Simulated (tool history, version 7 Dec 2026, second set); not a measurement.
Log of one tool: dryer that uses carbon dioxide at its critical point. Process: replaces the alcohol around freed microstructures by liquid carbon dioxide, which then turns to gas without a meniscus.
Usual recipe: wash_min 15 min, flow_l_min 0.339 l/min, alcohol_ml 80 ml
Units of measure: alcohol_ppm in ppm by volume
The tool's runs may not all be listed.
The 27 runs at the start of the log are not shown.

Run 28, day 11.212: usual settings but flow_l_min 0.547 l/min, alcohol_ml 31 ml. Result: alcohol_ppm 122 ppm by volume.
Run 29, day 11.504: usual settings but alcohol_ml 97 ml. Result: alcohol_ppm 2252 ppm by volume.
Run 30, day 11.783: usual settings but wash_min 13 min, flow_l_min 0.462 l/min, alcohol_ml 46 ml. Result: alcohol_ppm 604 ppm by volume.
Run 31, day 12.125: usual settings but wash_min 9 min, flow_l_min 0.361 l/min, alcohol_ml 53 ml. Result: alcohol_ppm 4740 ppm by volume.
Run 32, day 12.725: usual settings but wash_min 19 min, flow_l_min 0.336 l/min, alcohol_ml 41 ml. Result: alcohol_ppm 390 ppm by volume.
Run 33, day 13.292: usual settings but flow_l_min 0.548 l/min, alcohol_ml 94 ml. Result: alcohol_ppm 275 ppm by volume.
Run 34, day 13.638: usual settings but flow_l_min 0.227 l/min, alcohol_ml 41 ml. Result: alcohol_ppm 3158 ppm by volume.
Run 35, day 14.2: usual settings but flow_l_min 0.38 l/min, alcohol_ml 46 ml. Result: alcohol_ppm 741 ppm by volume.
Run 36, day 14.45: usual settings but flow_l_min 0.38 l/min, alcohol_ml 46 ml. Result: alcohol_ppm 760 ppm by volume.
Run 37, day 14.967: usual settings but flow_l_min 0.266 l/min. Result: alcohol_ppm 4173 ppm by volume.
Run 38, day 15.3: usual settings but flow_l_min 0.239 l/min, alcohol_ml 95 ml. Result: alcohol_ppm 6323 ppm by volume.
Run 39, day 15.546: usual settings but wash_min 11 min, alcohol_ml 95 ml. Result: alcohol_ppm 6184 ppm by volume.
Run 40, day 15.842: usual settings but wash_min 21 min, alcohol_ml 32 ml. Result: alcohol_ppm 226 ppm by volume.
Run 41, day 16.412: usual settings but flow_l_min 0.237 l/min, alcohol_ml 64 ml. Result: alcohol_ppm 4553 ppm by volume.
Run 42, day 16.858: usual settings but flow_l_min 0.237 l/min, alcohol_ml 64 ml. Result: alcohol_ppm 4609 ppm by volume.
Run 43, day 17.162: usual settings but flow_l_min 0.237 l/min, alcohol_ml 64 ml. Result: alcohol_ppm 4608 ppm by volume.
Run 44, day 17.621: usual settings but wash_min 14 min, flow_l_min 0.315 l/min, alcohol_ml 64 ml. Result: alcohol_ppm 2572 ppm by volume.

Branching from run 44: 3 alternative next runs. What would each branch give?
Run A, day 17.875: usual settings but wash_min 14 min, flow_l_min 0.315 l/min, alcohol_ml 24 ml. Result: alcohol_ppm ?.
Run B, day 17.875: usual settings but wash_min 11 min, alcohol_ml 26 ml. Result: alcohol_ppm ?.
Run C, day 17.875: usual settings but wash_min 10 min, flow_l_min 0.243 l/min. Result: alcohol_ppm ?.

run  alcohol_ppm
  A          986
  B         1743
  C        13023
Without the tool's unlogged condition, the same runs would have read:
run  alcohol_ppm
  A          717
  B         1350
  C        11157

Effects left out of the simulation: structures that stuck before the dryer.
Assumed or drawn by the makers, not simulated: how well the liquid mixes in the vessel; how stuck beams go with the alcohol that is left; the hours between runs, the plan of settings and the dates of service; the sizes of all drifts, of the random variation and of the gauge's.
